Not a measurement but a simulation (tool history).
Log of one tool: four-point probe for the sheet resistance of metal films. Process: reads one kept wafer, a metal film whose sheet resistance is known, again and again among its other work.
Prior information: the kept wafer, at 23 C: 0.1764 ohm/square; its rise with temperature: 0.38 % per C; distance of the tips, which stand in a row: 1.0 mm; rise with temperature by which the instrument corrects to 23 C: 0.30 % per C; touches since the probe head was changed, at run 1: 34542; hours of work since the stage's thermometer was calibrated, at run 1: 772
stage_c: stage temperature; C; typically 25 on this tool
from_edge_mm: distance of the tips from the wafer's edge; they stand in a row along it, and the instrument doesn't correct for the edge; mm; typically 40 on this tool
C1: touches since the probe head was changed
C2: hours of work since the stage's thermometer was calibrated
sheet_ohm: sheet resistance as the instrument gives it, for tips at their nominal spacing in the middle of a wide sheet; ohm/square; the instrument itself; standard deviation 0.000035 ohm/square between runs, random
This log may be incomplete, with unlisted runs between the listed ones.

run 1 day=0 | stage_c=25 from_edge_mm=40 | C1=34542 C2=772 | sheet_ohm=0.176038
run 2 day=2.125 | stage_c=25 from_edge_mm=40 | C1=37025 C2=800 | sheet_ohm=0.175966
run 3 day=3.733 | stage_c=25 from_edge_mm=40 | C1=38905 C2=821 | sheet_ohm=0.175848
run 4 day=4.696 | stage_c=25 from_edge_mm=13 | C1=40029 C2=834 | sheet_ohm=0.176287
run 5 day=6.271 | stage_c=25 from_edge_mm=13 | C1=41866 C2=854 | sheet_ohm=0.176287
run 6 day=7.862 | stage_c=25 from_edge_mm=13 | C1=43726 C2=875 | sheet_ohm=0.176158
run 7 day=10.004 | stage_c=25 from_edge_mm=40 | C1=46227 C2=903 | sheet_ohm=0.175645
run 8 day=11.333 | stage_c=25 from_edge_mm=51 | C1=47779 C2=920 | sheet_ohm=0.175554
run 9 day=12.454 | stage_c=25 from_edge_mm=51 | C1=49092 C2=935 | sheet_ohm=0.175433
run 10 day=13.35 | stage_c=25 from_edge_mm=51 | C1=50138 C2=947 | sheet_ohm=0.17549
run 11 day=14.479 | stage_c=25 from_edge_mm=51 | C1=51455 C2=961 | sheet_ohm=0.175406
run 12 day=15.917 | stage_c=25 from_edge_mm=31 | C1=53134 C2=980 | sheet_ohm=0.175363
run 13 day=16.95 | stage_c=25 from_edge_mm=31 | C1=54342 C2=994 | sheet_ohm=0.175354
run 14 day=17.883 | stage_c=26 from_edge_mm=4 | C1=55431 C2=1006 | sheet_ohm=0.180996
-- day=18.033 stage's thermometer calibrated
run 15 day=19.229 | stage_c=19 from_edge_mm=29 | C1=56979 C2=16 | sheet_ohm=0.174504
run 16 day=20.833 | stage_c=19 from_edge_mm=29 | C1=58856 C2=37 | sheet_ohm=0.174385
run 17 day=22.933 | stage_c=25 from_edge_mm=5 | C1=61308 C2=64 | sheet_ohm=0.178746
run 18 day=24.625 | stage_c=25 from_edge_mm=5 | C1=63286 C2=86 | sheet_ohm=0.178654
run 19 day=25.862 | stage_c=25 from_edge_mm=5 | C1=64731 C2=102 | sheet_ohm=0.17854
run 20 day=27.179 | stage_c=25 from_edge_mm=5 | C1=66269 C2=119 | sheet_ohm=0.178507
-- day=28.088 new probe head fitted
run 21 day=28.296 | stage_c=23 from_edge_mm=5 | C1=244 C2=133 | sheet_ohm=0.181472
-- day=28.775 stage's thermometer calibrated, once more
run 22 day=30 | stage_c=24 from_edge_mm=3 | C1=2212 C2=16 | sheet_ohm=0.187414
run 23 day=31.829 | stage_c=25 from_edge_mm=9 | C1=4348 C2=40 | sheet_ohm=0.178627
run 24 day=34.004 | stage_c=25 from_edge_mm=9 | C1=6887 C2=68 | sheet_ohm=0.178518
run 25 day=34.904 | stage_c=20 from_edge_mm=6 | C1=7939 C2=80 | sheet_ohm=0.179211
run 26 day=36.233 | stage_c=24 from_edge_mm=40 | C1=9494 C2=97 | sheet_ohm=0.177175

Entry by entry between the runs, the difference in hidden state between the last listed run before and the first listed run after:
Logged between run 14 and run 15: stage's thermometer calibrated (day 18.033)
  inner tips' distance over the nominal, %: -0.926 -> -0.959; tips' flats over new ones', %: 112 -> 115; wafer's true temperature over the reading, C: 0.44 -> 0.53
  what was measured, less what the result would be without the hidden state, sheet_ohm: -0.001522 -> -0.001465 ohm/square
Logged between run 20 and run 21: new probe head fitted (day 28.088)
  inner tips' distance over the nominal, %: -1.169 -> 0.502; tips' flats over new ones', %: 135 -> 0; wafer's true temperature over the reading, C: 0.57 -> 0.58
  what was measured, less what the result would be without the hidden state, sheet_ohm: -0.001889 -> +0.001376 ohm/square
Logged between run 21 and run 22: stage's thermometer calibrated, once more (day 28.775)
  inner tips' distance over the nominal, %: 0.502 -> 0.462; tips' flats over new ones', %: 0 -> 4; wafer's true temperature over the reading, C: 0.58 -> -0.06
  what was measured, less what the result would be without the hidden state, sheet_ohm: +0.001376 -> +0.000887 ohm/square
